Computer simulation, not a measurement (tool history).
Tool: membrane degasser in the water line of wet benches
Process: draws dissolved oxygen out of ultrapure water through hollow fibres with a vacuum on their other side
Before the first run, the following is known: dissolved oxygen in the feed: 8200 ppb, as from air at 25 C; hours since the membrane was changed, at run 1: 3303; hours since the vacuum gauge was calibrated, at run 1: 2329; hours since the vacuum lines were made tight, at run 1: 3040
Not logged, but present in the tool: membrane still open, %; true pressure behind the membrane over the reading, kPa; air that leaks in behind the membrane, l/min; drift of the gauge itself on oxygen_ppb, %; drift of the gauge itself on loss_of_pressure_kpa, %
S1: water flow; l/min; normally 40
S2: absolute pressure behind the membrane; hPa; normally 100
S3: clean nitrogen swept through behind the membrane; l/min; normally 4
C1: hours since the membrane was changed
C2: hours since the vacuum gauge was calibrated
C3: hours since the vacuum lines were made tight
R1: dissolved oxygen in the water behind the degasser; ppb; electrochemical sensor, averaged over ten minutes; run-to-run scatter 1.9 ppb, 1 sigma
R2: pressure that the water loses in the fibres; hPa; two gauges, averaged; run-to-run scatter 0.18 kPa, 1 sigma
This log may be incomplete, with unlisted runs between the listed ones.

run	day	S1	S2	S3	C1	C2	C3	R1	R2
1	0	40	100	4	3303	2329	3040	192.3	346
2	3.683	40	189	4	3391	2418	3129	385.4	342.8
3	7.871	40	189	4	3492	2518	3229	392.2	347.7
4	12.579	40	100	4.57	3605	2631	3342	172.6	342.1
5	16.612	50	100	4.57	3701	2728	3439	219.9	431
6	19.129	50	100	4.57	3762	2788	3499	222.1	430.2
7	22.05	40	100	2.47	3832	2858	3570	275.9	342.3
8	24.329	40	100	4	3887	2913	3624	187.2	346.8
9	28.904	40	100	4	3996	3023	3734	190.6	347.4
10	32.625	40	100	4	4086	3112	3823	190.1	346.9
11	35.379	40	100	4	4152	3178	3889	187.9	350.2
12	38.438	40	100	4	4225	3252	3963	190.2	347.4
13	41.392	40	100	4	4296	3323	4034	192	345.4
14	45.004	40	100	4	4383	3409	4120	191.9	347.8
15	49.55	40	70	4	4492	3518	4229	123.5	344.3
16	52.904	40	100	1.69	4572	3599	4310	370.8	343.4
17	56.946	40	148	3.08	4669	3696	4407	368	347.9
18	61.162	27	100	4	4771	3797	4508	127.3	234.1

Run 19 comes next. What will it give?
19	65.738	24	131	4	4880	3907	4618	?	?

Run 19 yielded R1 155.3 ppb, R2 207.9 hPa.
Were there no unlogged condition in the tool, this run, its random variation unchanged, would have produced R1 155.2 ppb, R2 207.8 hPa.
